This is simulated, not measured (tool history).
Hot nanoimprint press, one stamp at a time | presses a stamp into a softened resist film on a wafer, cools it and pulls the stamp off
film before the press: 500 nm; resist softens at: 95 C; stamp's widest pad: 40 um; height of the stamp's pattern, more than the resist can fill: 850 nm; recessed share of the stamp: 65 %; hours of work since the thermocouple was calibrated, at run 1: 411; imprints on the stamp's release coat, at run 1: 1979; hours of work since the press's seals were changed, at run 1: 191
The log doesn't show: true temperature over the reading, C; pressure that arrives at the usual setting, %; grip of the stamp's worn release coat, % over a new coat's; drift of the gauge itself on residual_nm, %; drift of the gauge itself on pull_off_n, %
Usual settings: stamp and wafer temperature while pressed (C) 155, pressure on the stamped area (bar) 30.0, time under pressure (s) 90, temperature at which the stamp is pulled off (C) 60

run	hour	stamp and wafer temperature while pressed (C)	pressure on the stamped area (bar)	time under pressure (s)	temperature at which the stamp is pulled off (C)	hours of work since the thermocouple was calibrated	imprints on the stamp's release coat	hours of work since the press's seals were changed	resist left under the stamp's widest pad (Å)	greatest force while the stamp is pulled off (N)
1	0.0	155	30.0	90	60	411	1979	191	2004	195
2	37.3	155	30.0	90	60	435	2109	215	2006	192
3	86.7	155	30.0	90	60	468	2281	247	1984	192
# hour 113.8: stamp cleaned and given a new release coat
4	139.3	155	30.0	90	60	498	89	278	1991	198
5	186.5	155	30.0	90	60	529	254	308	1991	193
6	225.5	155	30.0	90	60	554	390	334	1986	199
# hour 256.4: plate thermocouple calibrated
7	277.5	155	30.0	170	60	14	561	366	1515	192
8	324.9	155	30.0	90	60	45	726	397	1997	193
9	362.8	155	30.0	90	57	69	858	421	2015	205
10	393.2	155	30.0	148	60	89	965	441	1610	194
11	430.8	155	30.0	148	60	114	1096	466	1600	190
12	469.6	155	30.0	148	60	139	1231	491	1603	190

The next listed run, before its measurement:
13	516.2	144	25.4	48	60	169	1394	521	?	?

resist left under the stamp's widest pad (Å): 4102
greatest force while the stamp is pulled off (N): 198
Without the tool's hidden state the same run would have given resist left under the stamp's widest pad (Å) 4102, greatest force while the stamp is pulled off (N) 196.

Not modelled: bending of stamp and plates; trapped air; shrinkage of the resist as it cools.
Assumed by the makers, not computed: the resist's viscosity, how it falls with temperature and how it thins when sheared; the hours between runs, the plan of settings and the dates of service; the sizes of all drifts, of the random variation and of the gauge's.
